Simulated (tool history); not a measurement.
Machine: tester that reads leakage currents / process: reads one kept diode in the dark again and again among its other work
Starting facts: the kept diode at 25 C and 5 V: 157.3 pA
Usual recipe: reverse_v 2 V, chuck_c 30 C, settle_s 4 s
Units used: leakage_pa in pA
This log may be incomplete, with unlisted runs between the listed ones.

run	hour	reverse_v	chuck_c	settle_s	leakage_pa
1	0	2	30	4	134.09
2	38.8	2	30	4	134.87
3	80.8	5.19	30	4	223.53
4	111.3	5.19	30	4	222.75
5	141.8	2.3	30	4	143.74
6	175.3	2	30	4	134.79
7	210.1	2	30	4	133.86
8	238.7	2	48	4	600.12
9	280.5	2	48	4	594.16
10	320.1	2	30	4	133.65
11	361.3	7.17	30	4	264.14
12	381.6	7.17	30	4	265.79
13	404.6	7.17	34	4	369.93
14	446.9	7.17	34	4	369.84
15	486.3	7.17	34	4	371.18
16	507.7	7.17	34	4	369.67
17	541.9	7.17	34	4	369.22
18	576.2	7.17	34	4	371.22
19	597.7	7.17	28	4	221.7
20	618.4	2	30	4	132.44
21	644.7	2	30	4	131.92
22	682.2	1.29	36	6.61	176.32
# hour 692.8: chuck's temperature calibrated
23	711.1	1.29	36	6.61	210.33
24	754.3	2	31	3.93	173.61
25	790.4	14.9	30	6.13	469.65
26	811	1.1	26	2.79	81.7
27	837.9	18.11	30	1.8	523.7
# hour 843.4: probe card cleaned and baked
28	863.2	19.22	35	2.31	826.21
29	889.8	19.22	35	2.31	831.16
# hour 912.7: probe card cleaned and baked, once more
30	913.8	19.22	27	2.31	377.22
31	940.6	19.22	27	2.31	377.33
32	978.6	1.88	47	2.61	620.46
33	1002	12.76	34	1.17	568.25
34	1036.3	12.76	34	1.17	565.99
35	1060.3	2	30	1.1	152.45
36	1100.9	4.92	30	0.74	242.54
37	1130.3	2.47	20	2.38	68.09
38	1163.9	11.34	49	1.59	1819.98
39	1187	11.34	49	1.59	1815.78
40	1221	11.34	49	1.59	1815.03

Forecast each of these 4 alternatives for the next run:
A	1256	2	30	9.25	?
B	1256	11.67	49	1.59	?
C	1256	19.39	32	4	?
D	1256	12.7	25	1.59	?

run	leakage_pa
A	152.27
B	1841.08
C	588.53
D	252.46
The same runs, with their run-to-run variation unchanged, on a tool lacking any hidden condition would have given:
run	leakage_pa
A	154.66
B	1869.07
C	595.75
D	255

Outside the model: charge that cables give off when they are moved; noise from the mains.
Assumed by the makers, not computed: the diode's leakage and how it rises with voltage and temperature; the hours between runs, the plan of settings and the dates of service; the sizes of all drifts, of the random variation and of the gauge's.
